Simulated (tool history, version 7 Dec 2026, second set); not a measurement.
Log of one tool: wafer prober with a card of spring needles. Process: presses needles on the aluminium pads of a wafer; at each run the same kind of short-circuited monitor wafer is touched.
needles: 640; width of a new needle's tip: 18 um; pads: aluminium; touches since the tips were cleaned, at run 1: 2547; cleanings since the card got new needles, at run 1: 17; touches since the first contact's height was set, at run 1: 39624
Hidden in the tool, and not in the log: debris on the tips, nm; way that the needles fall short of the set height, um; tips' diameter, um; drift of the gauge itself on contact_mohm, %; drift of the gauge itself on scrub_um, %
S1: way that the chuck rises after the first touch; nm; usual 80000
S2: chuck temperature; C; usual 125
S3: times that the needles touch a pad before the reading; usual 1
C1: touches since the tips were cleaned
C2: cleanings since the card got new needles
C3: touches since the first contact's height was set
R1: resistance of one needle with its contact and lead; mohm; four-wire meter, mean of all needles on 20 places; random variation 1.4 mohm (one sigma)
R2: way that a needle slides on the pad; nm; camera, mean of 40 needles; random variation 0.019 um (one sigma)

run	day	S1	S2	S3	C1	C2	C3	R1	R2
1	0.000	80000	125	1	2547	17	39624	118	21870
# day 0.483: tips cleaned on abrasive film
2	1.104	97000	125	1	8514	18	54762	117	26540
# day 1.175: tips cleaned on abrasive film
# day 1.638: height of the first contact set anew
# day 1.896: tips cleaned on abrasive film
3	1.929	80000	125	1	489	20	3980	120	21910
# day 2.575: tips cleaned on abrasive film
4	2.633	80000	125	1	850	21	13645	122	21900
# day 3.229: tips cleaned on abrasive film
# day 3.933: tips cleaned on abrasive film
5	4.029	80000	125	1	1321	23	32742	118	21940
# day 4.667: tips cleaned on abrasive film
6	5.092	80000	125	1	5865	24	47293	118	21930
# day 5.338: tips cleaned on abrasive film
# day 5.983: tips cleaned on abrasive film
# day 6.183: height of the first contact set anew
7	6.462	80000	125	1	6394	26	3810	119	22010
# day 6.650: tips cleaned on abrasive film
8	7.258	80000	125	1	8384	27	14709	120	22030
# day 7.379: tips cleaned on abrasive film
9	7.954	80000	27	1	7889	28	24238	104	22050
# day 8.054: tips cleaned on abrasive film
# day 8.725: tips cleaned on abrasive film
10	9.058	80000	108	1	4582	30	39329	119	22060
# day 9.396: tips cleaned on abrasive film
11	9.758	63000	29	1	4952	31	48910	110	17430
# day 10.108: tips cleaned on abrasive film
# day 10.775: tips cleaned on abrasive film
# day 10.788: height of the first contact set anew
12	11.246	80000	26	1	6288	33	6288	108	22110
# day 11.438: tips cleaned on abrasive film
# day 12.133: tips cleaned on abrasive film
13	12.462	83000	66	2	4563	35	22964	113	23000
# day 12.854: tips cleaned on abrasive film
# day 13.583: tips cleaned on abrasive film
14	14.012	83000	66	2	5928	37	44198	112	23010
# day 14.238: tips cleaned on abrasive film
15	14.688	83000	66	2	6221	38	53443	113	23100
# day 14.888: tips cleaned on abrasive film
# day 15.371: height of the first contact set anew
# day 15.638: tips cleaned on abrasive film
16	15.708	97000	85	1	964	40	4596	113	27030

The next listed run, before its measurement:
# day 16.304: tips cleaned on abrasive film
# day 17.029: tips cleaned on abrasive film
17	17.183	91000	125	1	2127	42	24758	?	?

R1: 118 mohm
R2: 25360 nm
Without the tool's hidden state the same run would have given R1 117 mohm, R2 24840 nm.
